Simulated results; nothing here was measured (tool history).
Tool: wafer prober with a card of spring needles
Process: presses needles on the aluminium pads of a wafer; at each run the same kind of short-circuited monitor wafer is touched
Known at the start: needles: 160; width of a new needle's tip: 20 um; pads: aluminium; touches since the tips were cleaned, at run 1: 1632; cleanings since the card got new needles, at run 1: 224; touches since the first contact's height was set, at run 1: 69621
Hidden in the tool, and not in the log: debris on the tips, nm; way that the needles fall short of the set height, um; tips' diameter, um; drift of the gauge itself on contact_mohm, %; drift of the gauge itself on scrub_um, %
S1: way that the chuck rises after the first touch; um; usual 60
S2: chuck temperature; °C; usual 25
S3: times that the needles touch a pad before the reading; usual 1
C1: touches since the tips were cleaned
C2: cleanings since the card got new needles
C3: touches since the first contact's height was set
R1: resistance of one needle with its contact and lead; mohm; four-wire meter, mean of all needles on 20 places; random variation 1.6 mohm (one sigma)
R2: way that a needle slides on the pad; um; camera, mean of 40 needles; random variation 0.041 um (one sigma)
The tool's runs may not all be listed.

run	hour	S1	S2	S3	C1	C2	C3	R1	R2
1	0.0	60	25	1	1632	224	69621	146	9.11
# hour 1.2: tips cleaned on abrasive film
# hour 5.5: tips cleaned on abrasive film
# hour 5.8: height of the first contact set anew
# hour 11.2: tips cleaned on abrasive film
# hour 16.6: tips cleaned on abrasive film
# hour 21.0: tips cleaned on abrasive film
# hour 26.4: tips cleaned on abrasive film
# hour 31.8: tips cleaned on abrasive film
# hour 37.2: tips cleaned on abrasive film
# hour 42.6: tips cleaned on abrasive film
# hour 48.0: tips cleaned on abrasive film
# hour 53.4: tips cleaned on abrasive film
# hour 58.8: tips cleaned on abrasive film
# hour 64.2: tips cleaned on abrasive film
# hour 69.6: tips cleaned on abrasive film
# hour 75.0: tips cleaned on abrasive film
# hour 80.3: tips cleaned on abrasive film
2	80.3	60	25	1	0	240	35772	148	9.11
# hour 84.7: tips cleaned on abrasive film
# hour 90.1: tips cleaned on abrasive film
# hour 95.5: tips cleaned on abrasive film
# hour 100.9: tips cleaned on abrasive film
# hour 106.3: tips cleaned on abrasive film
# hour 110.6: tips cleaned on abrasive film
# hour 116.0: tips cleaned on abrasive film
# hour 120.4: tips cleaned on abrasive film
# hour 125.8: tips cleaned on abrasive film
# hour 130.1: tips cleaned on abrasive film
# hour 134.5: tips cleaned on abrasive film
3	135.6	60	25	1	562	251	62284	149	9.14
# hour 138.9: tips cleaned on abrasive film
# hour 143.3: tips cleaned on abrasive film
# hour 148.7: tips cleaned on abrasive film
# hour 154.1: tips cleaned on abrasive film
# hour 157.5: height of the first contact set anew
# hour 159.8: tips cleaned on abrasive film
# hour 165.2: tips cleaned on abrasive film
# hour 170.6: tips cleaned on abrasive film
# hour 176.0: tips cleaned on abrasive film
# hour 181.4: tips cleaned on abrasive film
# hour 186.8: tips cleaned on abrasive film
4	187.7	60	25	1	461	261	14474	147	9.04
# hour 192.1: tips cleaned on abrasive film
# hour 196.4: tips cleaned on abrasive film
# hour 200.8: tips cleaned on abrasive film
# hour 205.1: tips cleaned on abrasive film
# hour 210.5: tips cleaned on abrasive film
# hour 214.9: tips cleaned on abrasive film
# hour 219.2: tips cleaned on abrasive film
# hour 223.6: tips cleaned on abrasive film
# hour 227.9: tips cleaned on abrasive film
# hour 232.2: tips cleaned on abrasive film
# hour 236.6: tips cleaned on abrasive film
# hour 242.0: tips cleaned on abrasive film
# hour 246.3: tips cleaned on abrasive film
# hour 250.7: tips cleaned on abrasive film
# hour 255.0: tips cleaned on abrasive film
5	256.3	52	25	1	623	276	47275	151	7.90
# hour 259.6: tips cleaned on abrasive film
# hour 263.9: tips cleaned on abrasive film
# hour 268.3: tips cleaned on abrasive film
# hour 272.6: tips cleaned on abrasive film
# hour 277.0: tips cleaned on abrasive film
# hour 282.4: tips cleaned on abrasive film
# hour 286.7: tips cleaned on abrasive film
# hour 291.0: tips cleaned on abrasive film
# hour 295.4: tips cleaned on abrasive film
# hour 299.7: tips cleaned on abrasive film
# hour 304.1: tips cleaned on abrasive film
# hour 308.4: tips cleaned on abrasive film
# hour 308.7: height of the first contact set anew
# hour 314.1: tips cleaned on abrasive film
6	316.9	46	25	1	1346	289	3941	154	6.91
# hour 319.1: tips cleaned on abrasive film
# hour 323.4: tips cleaned on abrasive film
# hour 327.8: tips cleaned on abrasive film
# hour 332.1: tips cleaned on abrasive film
# hour 336.5: tips cleaned on abrasive film
# hour 340.8: tips cleaned on abrasive film
# hour 345.2: tips cleaned on abrasive film
# hour 350.6: tips cleaned on abrasive film
# hour 354.9: tips cleaned on abrasive film
# hour 359.3: tips cleaned on abrasive film
# hour 363.6: tips cleaned on abrasive film
# hour 367.9: tips cleaned on abrasive film
# hour 372.3: tips cleaned on abrasive film
7	376.3	46	25	1	1983	302	32393	153	6.97
# hour 377.5: tips cleaned on abrasive film
# hour 381.8: tips cleaned on abrasive film
# hour 386.2: tips cleaned on abrasive film
# hour 391.6: tips cleaned on abrasive film
# hour 395.9: tips cleaned on abrasive film
# hour 400.3: tips cleaned on abrasive film
# hour 404.6: tips cleaned on abrasive film
# hour 410.0: tips cleaned on abrasive film
# hour 414.4: tips cleaned on abrasive film
# hour 418.7: tips cleaned on abrasive film
# hour 423.1: tips cleaned on abrasive film
# hour 427.4: tips cleaned on abrasive film
# hour 432.8: tips cleaned on abrasive film
8	436.5	46	25	1	1817	315	61198	154	6.92
# hour 437.7: tips cleaned on abrasive film
# hour 442.0: tips cleaned on abrasive film
# hour 446.4: tips cleaned on abrasive film
# hour 450.7: tips cleaned on abrasive film
# hour 455.1: tips cleaned on abrasive film
# hour 459.4: tips cleaned on abrasive film
# hour 460.8: height of the first contact set anew
# hour 464.1: tips cleaned on abrasive film
# hour 469.5: tips cleaned on abrasive film
# hour 473.8: tips cleaned on abrasive film
# hour 478.1: tips cleaned on abrasive film
# hour 482.5: tips cleaned on abrasive film
# hour 486.8: tips cleaned on abrasive film
# hour 491.2: tips cleaned on abrasive film
# hour 495.5: tips cleaned on abrasive film
# hour 499.9: tips cleaned on abrasive film
# hour 504.2: tips cleaned on abrasive film
# hour 508.6: tips cleaned on abrasive film
# hour 514.0: tips cleaned on abrasive film
# hour 518.3: tips cleaned on abrasive film
9	519.4	44	25	1	547	334	28054	153	6.63
# hour 522.7: tips cleaned on abrasive film
# hour 527.0: tips cleaned on abrasive film
# hour 532.4: tips cleaned on abrasive film
# hour 536.8: tips cleaned on abrasive film
# hour 541.1: tips cleaned on abrasive film
# hour 545.5: tips cleaned on abrasive film
# hour 549.8: tips cleaned on abrasive film
# hour 554.1: tips cleaned on abrasive film
10	555.7	44	37	2	778	342	45423	156	6.64
# hour 559.0: tips cleaned on abrasive film
# hour 571.0: card fitted with new needles
# hour 575.4: tips cleaned on abrasive film
# hour 579.7: tips cleaned on abrasive film
# hour 584.1: tips cleaned on abrasive film
# hour 588.4: tips cleaned on abrasive film
# hour 592.7: tips cleaned on abrasive film
# hour 597.1: tips cleaned on abrasive film
# hour 601.4: tips cleaned on abrasive film
# hour 605.8: tips cleaned on abrasive film
# hour 611.2: tips cleaned on abrasive film
# hour 615.5: tips cleaned on abrasive film
11	618.9	44	37	2	1669	10	22949	155	6.60
# hour 620.1: tips cleaned on abrasive film
# hour 624.4: tips cleaned on abrasive film
# hour 628.8: tips cleaned on abrasive film
# hour 633.1: tips cleaned on abrasive film
# hour 637.5: tips cleaned on abrasive film
# hour 641.8: tips cleaned on abrasive film
# hour 646.2: tips cleaned on abrasive film
# hour 650.5: tips cleaned on abrasive film
# hour 655.9: tips cleaned on abrasive film
12	658.9	68	78	1	1460	19	42053	155	10.20
# hour 661.1: tips cleaned on abrasive film
# hour 666.5: tips cleaned on abrasive film
# hour 671.9: tips cleaned on abrasive film
# hour 677.3: tips cleaned on abrasive film
# hour 681.7: tips cleaned on abrasive film
# hour 686.0: tips cleaned on abrasive film
# hour 690.4: tips cleaned on abrasive film
# hour 695.8: tips cleaned on abrasive film
# hour 700.1: tips cleaned on abrasive film
# hour 704.5: tips cleaned on abrasive film
# hour 709.9: tips cleaned on abrasive film
# hour 714.2: tips cleaned on abrasive film
# hour 718.5: tips cleaned on abrasive film
# hour 722.9: tips cleaned on abrasive film
# hour 723.2: height of the first contact set anew
13	726.7	68	78	1	1720	33	1720	156	10.21
# hour 727.9: tips cleaned on abrasive film
# hour 732.2: tips cleaned on abrasive film
# hour 736.5: tips cleaned on abrasive film
# hour 740.9: tips cleaned on abrasive film
# hour 746.3: tips cleaned on abrasive film
# hour 750.6: tips cleaned on abrasive film
# hour 755.0: tips cleaned on abrasive film
# hour 759.3: tips cleaned on abrasive film
# hour 763.7: tips cleaned on abrasive film
# hour 769.1: tips cleaned on abrasive film
14	769.9	43	53	1	388	43	22347	158	6.47
# hour 774.2: tips cleaned on abrasive film
# hour 778.6: tips cleaned on abrasive film
# hour 782.9: tips cleaned on abrasive film
# hour 788.3: tips cleaned on abrasive film
# hour 793.7: tips cleaned on abrasive film
# hour 798.1: tips cleaned on abrasive film
# hour 802.4: tips cleaned on abrasive film
15	806.2	70	56	1	1833	50	39750	153	10.47

The same runs without the tool's hidden state, with the same run-to-run variation:
run	R2
1	9.11
2	9.12
3	9.16
4	9.06
5	7.92
6	6.94
7	7.00
8	6.96
9	6.67
10	6.68
11	6.65
12	10.27
13	10.30
14	6.52
15	10.56
R1: as measured in every run.

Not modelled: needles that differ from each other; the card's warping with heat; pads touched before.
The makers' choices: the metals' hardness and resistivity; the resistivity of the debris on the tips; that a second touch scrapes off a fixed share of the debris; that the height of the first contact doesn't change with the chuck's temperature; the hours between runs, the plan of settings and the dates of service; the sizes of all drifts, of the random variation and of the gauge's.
